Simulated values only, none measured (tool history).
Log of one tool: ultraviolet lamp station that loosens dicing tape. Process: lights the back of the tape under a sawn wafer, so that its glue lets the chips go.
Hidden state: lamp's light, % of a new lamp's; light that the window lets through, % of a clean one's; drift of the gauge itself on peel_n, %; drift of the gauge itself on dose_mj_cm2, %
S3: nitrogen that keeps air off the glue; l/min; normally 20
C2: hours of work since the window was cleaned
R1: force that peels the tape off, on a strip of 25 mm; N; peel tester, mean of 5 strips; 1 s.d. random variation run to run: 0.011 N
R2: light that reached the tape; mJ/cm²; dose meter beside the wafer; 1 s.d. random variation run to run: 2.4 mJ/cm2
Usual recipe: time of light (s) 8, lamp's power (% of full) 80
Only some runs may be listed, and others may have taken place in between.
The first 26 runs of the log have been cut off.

Run 27, hour 611.6: usual settings but S3 14 l/min; hours of work of the lamp 548; C2 348. Result: R1 0.695 N, R2 276 mJ/cm².
Run 28, hour 646.3: usual settings but time of light (s) 6, S3 8 l/min; hours of work of the lamp 574; C2 375. Result: R1 1.882 N, R2 206 mJ/cm².
Run 29, hour 669.2: usual settings but time of light (s) 10, lamp's power (% of full) 74, S3 25 l/min; hours of work of the lamp 592; C2 392. Result: R1 0.341 N, R2 317 mJ/cm².
Run 30, hour 700.9: usual settings but time of light (s) 10, lamp's power (% of full) 74, S3 25 l/min; hours of work of the lamp 616; C2 416. Result: R1 0.370 N, R2 317 mJ/cm².
Run 31, hour 717.3: usual settings but time of light (s) 5, lamp's power (% of full) 64; hours of work of the lamp 628; C2 429. Result: R1 2.110 N, R2 140 mJ/cm².
Run 32, hour 740.2: usual settings but lamp's power (% of full) 72; hours of work of the lamp 646; C2 446. Result: R1 0.632 N, R2 251 mJ/cm².
Run 33, hour 770.9: usual settings but lamp's power (% of full) 72; hours of work of the lamp 669; C2 470. Result: R1 0.662 N, R2 255 mJ/cm².
Run 34, hour 802.8: usual settings but lamp's power (% of full) 72; hours of work of the lamp 693; C2 494. Result: R1 0.642 N, R2 251 mJ/cm².
Run 35, hour 833.1: usual settings but lamp's power (% of full) 72; hours of work of the lamp 717; C2 517. Result: R1 0.626 N, R2 245 mJ/cm².
At hour 851.7: window cleaned of glue's vapour.
Run 36, hour 853.3: usual settings but lamp's power (% of full) 72; hours of work of the lamp 732; C2 1. Result: R1 0.677 N, R2 248 mJ/cm².
Run 37, hour 873.4: usual settings but time of light (s) 7, lamp's power (% of full) 79, S3 7 l/min; hours of work of the lamp 747; C2 17. Result: R1 1.596 N, R2 235 mJ/cm².
Run 38, hour 892.7: usual settings but time of light (s) 7, lamp's power (% of full) 79, S3 7 l/min; hours of work of the lamp 762; C2 31. Result: R1 1.592 N, R2 241 mJ/cm².
Run 39, hour 916.7: usual settings but time of light (s) 10, S3 17 l/min; hours of work of the lamp 780; C2 49. Result: R1 0.374 N, R2 346 mJ/cm².
Run 40, hour 946.3: usual settings but time of light (s) 4, lamp's power (% of full) 78, S3 14 l/min; hours of work of the lamp 802; C2 72. Result: R1 2.694 N, R2 134 mJ/cm².
Run 41, hour 969.1: usual settings but lamp's power (% of full) 60, S3 21 l/min; hours of work of the lamp 820; C2 89. Result: R1 0.897 N, R2 210 mJ/cm².
Run 42, hour 984.4: usual settings but time of light (s) 13; hours of work of the lamp 831; C2 101. Result: R1 0.253 N, R2 451 mJ/cm².

What if the next run were any one of these 4? Each begins from the tool's condition after run 42:
Run A, hour 1004.2: usual settings but time of light (s) 5, S3 38 l/min; hours of work of the lamp 846; C2 116. Result: R1 ?, R2 ?.
Run B, hour 1004.2: usual settings but lamp's power (% of full) 63; hours of work of the lamp 846; C2 116. Result: R1 ?, R2 ?.
Run C, hour 1004.2: usual settings but lamp's power (% of full) 68; hours of work of the lamp 846; C2 116. Result: R1 ?, R2 ?.
Run D, hour 1004.2: usual settings but S3 8 l/min; hours of work of the lamp 846; C2 116. Result: R1 ?, R2 ?.

run     R1   R2
  A  0.978  172
  B  0.877  215
  C  0.745  235
  D  1.079  280
Stripped of hidden state, with their random variation kept, the same runs would have yielded:
run     R1   R2
  A  0.973  172
  B  0.873  215
  C  0.741  235
  D  1.074  280

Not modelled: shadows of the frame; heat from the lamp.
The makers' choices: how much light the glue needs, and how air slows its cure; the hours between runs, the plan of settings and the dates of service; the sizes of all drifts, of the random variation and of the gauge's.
